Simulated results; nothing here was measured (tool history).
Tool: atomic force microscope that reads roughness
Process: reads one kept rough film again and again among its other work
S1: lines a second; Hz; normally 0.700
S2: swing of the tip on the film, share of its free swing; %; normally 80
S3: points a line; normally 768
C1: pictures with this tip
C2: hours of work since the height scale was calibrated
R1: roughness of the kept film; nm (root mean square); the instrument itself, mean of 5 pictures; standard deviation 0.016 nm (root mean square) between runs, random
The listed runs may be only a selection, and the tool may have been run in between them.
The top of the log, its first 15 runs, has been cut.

Run 16, hour 102.6: usual settings but S1 2.509 Hz; C1 28; C2 293. Result: R1 3.553 nm (root mean square).
Run 17, hour 111.6: usual settings but S1 2.509 Hz; C1 47; C2 299. Result: R1 3.422 nm (root mean square).
Run 18, hour 117.6: usual settings but S1 2.509 Hz; C1 60; C2 303. Result: R1 3.363 nm (root mean square).
Run 19, hour 123.5: usual settings but S1 1.424 Hz, S2 77 %; C1 72; C2 307. Result: R1 3.422 nm (root mean square).
Run 20, hour 127.7: usual settings but S1 1.161 Hz, S2 77 %; C1 81; C2 310. Result: R1 3.360 nm (root mean square).
Run 21, hour 131.9: usual settings but S3 416; C1 90; C2 313. Result: R1 3.380 nm (root mean square).
Run 22, hour 137.5: usual settings but S1 2.635 Hz, S2 60 %, S3 545; C1 102; C2 316. Result: R1 3.286 nm (root mean square).
At hour 146.9: new tip fitted.
Run 23, hour 146.9: usual settings but S1 0.661 Hz, S2 55 %; C1 0; C2 322. Result: R1 4.008 nm (root mean square).
Run 24, hour 155.6: usual settings but S1 0.963 Hz, S2 59 %, S3 722; C1 19; C2 328. Result: R1 3.855 nm (root mean square).
Run 25, hour 162.7: usual settings but S1 0.963 Hz, S2 59 %, S3 722; C1 34; C2 332. Result: R1 3.751 nm (root mean square).
Run 26, hour 171.3: usual settings but S1 0.963 Hz, S2 59 %, S3 722; C1 52; C2 338. Result: R1 3.624 nm (root mean square).
Run 27, hour 178.9: usual settings but S1 0.612 Hz, S3 336; C1 68; C2 343. Result: R1 3.487 nm (root mean square).
Run 28, hour 185.2: usual settings but S2 60 %, S3 822; C1 82; C2 347. Result: R1 3.486 nm (root mean square).
Run 29, hour 189.6: usual settings but S2 65 %; C1 91; C2 350. Result: R1 3.416 nm (root mean square).
Run 30, hour 197.6: usual settings but S2 65 %; C1 108; C2 355. Result: R1 3.325 nm (root mean square).
At hour 204.0: new tip fitted.
Run 31, hour 206.4: usual settings but S1 1.643 Hz, S2 78 %, S3 305; C1 5; C2 361. Result: R1 3.764 nm (root mean square).
Run 32, hour 215.3: usual settings but S1 0.701 Hz, S2 78 %, S3 823; C1 24; C2 367. Result: R1 3.759 nm (root mean square).
Run 33, hour 221.2: usual settings but S1 2.625 Hz, S2 57 %, S3 308; C1 36; C2 370. Result: R1 3.632 nm (root mean square).
Run 34, hour 230.9: usual settings but S3 798; C1 57; C2 377. Result: R1 3.577 nm (root mean square).
Run 35, hour 236.1: usual settings but S1 3.853 Hz, S2 56 %, S3 350; C1 68; C2 380. Result: R1 3.492 nm (root mean square).
Run 36, hour 244.9: usual settings but S1 0.859 Hz, S2 64 %, S3 508; C1 87; C2 386. Result: R1 3.417 nm (root mean square).

Consider 5 possible next runs. They are alternatives, not a sequence: every one starts from the tool as it was left by run 36. What does each give?
Run A, hour 250.8: usual settings but S1 0.859 Hz, S2 64 %, S3 352; C1 99; C2 390. Result: R1 ?.
Run B, hour 250.8: usual settings but S2 63 %, S3 323; C1 99; C2 390. Result: R1 ?.
Run C, hour 250.8: usual settings but S1 0.546 Hz, S2 56 %, S3 508; C1 99; C2 390. Result: R1 ?.
Run D, hour 250.8: usual settings but S1 0.613 Hz, S2 57 %, S3 341; C1 99; C2 390. Result: R1 ?.
Run E, hour 250.8: usual settings but S1 0.794 Hz, S2 79 %, S3 257; C1 99; C2 390. Result: R1 ?.

run     R1
  A  3.372
  B  3.360
  C  3.391
  D  3.381
  E  3.279
Had the tool no hidden state, the same runs would have come out as:
run     R1
  A  4.012
  B  3.996
  C  4.033
  D  4.023
  E  3.901
